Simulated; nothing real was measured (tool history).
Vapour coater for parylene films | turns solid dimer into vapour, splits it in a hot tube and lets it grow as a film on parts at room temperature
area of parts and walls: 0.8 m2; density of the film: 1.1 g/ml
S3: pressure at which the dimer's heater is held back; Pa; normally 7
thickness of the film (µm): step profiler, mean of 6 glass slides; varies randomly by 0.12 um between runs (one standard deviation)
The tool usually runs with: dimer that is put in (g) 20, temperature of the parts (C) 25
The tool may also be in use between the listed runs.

Run 1, hour 0: usual settings. Result: thickness of the film (µm) 14.29.
Run 2, hour 20.3: usual settings but S3 2.05 Pa. Result: thickness of the film (µm) 15.8.
Run 3, hour 37.8: usual settings but S3 2.05 Pa. Result: thickness of the film (µm) 15.4.
Run 4, hour 65.9: usual settings but S3 2.05 Pa. Result: thickness of the film (µm) 15.26.
Run 5, hour 92.6: usual settings but S3 4.36 Pa. Result: thickness of the film (µm) 14.09.
Run 6, hour 113.4: usual settings but S3 4.36 Pa. Result: thickness of the film (µm) 14.13.
Run 7, hour 132.5: usual settings but dimer that is put in (g) 11. Result: thickness of the film (µm) 7.22.
Run 8, hour 162.5: usual settings but dimer that is put in (g) 11. Result: thickness of the film (µm) 7.09.
Run 9, hour 195.8: usual settings but dimer that is put in (g) 11. Result: thickness of the film (µm) 7.07.
At hour 220.5: trap's valve overhauled.
Run 10, hour 233.6: usual settings but dimer that is put in (g) 11. Result: thickness of the film (µm) 7.92.
Run 11, hour 250.7: usual settings but dimer that is put in (g) 11. Result: thickness of the film (µm) 7.87.
Run 12, hour 268: usual settings but dimer that is put in (g) 11, S3 2.8 Pa. Result: thickness of the film (µm) 8.47.
Run 13, hour 285.7: usual settings. Result: thickness of the film (µm) 14.07.
Run 14, hour 309: usual settings but dimer that is put in (g) 23, temperature of the parts (C) 37. Result: thickness of the film (µm) 12.22.
Run 15, hour 339.4: usual settings but dimer that is put in (g) 18, temperature of the parts (C) 31. Result: thickness of the film (µm) 10.82.
Run 16, hour 373: usual settings but dimer that is put in (g) 18, temperature of the parts (C) 31. Result: thickness of the film (µm) 10.6.
Run 17, hour 393.4: usual settings but dimer that is put in (g) 19, temperature of the parts (C) 31, S3 2.46 Pa. Result: thickness of the film (µm) 12.14.
Run 18, hour 413.1: usual settings but temperature of the parts (C) 23, S3 11.04 Pa. Result: thickness of the film (µm) 12.89.

Run 19 has not been measured yet. What should we expect?
Run 19, hour 430.8: usual settings but S3 7.92 Pa. Result: thickness of the film (µm) ?.

Run 19 produced thickness of the film (µm) 12.62.
If the tool had no hidden condition, the same run with the same run-to-run variation would have returned thickness of the film (µm) 14.32.
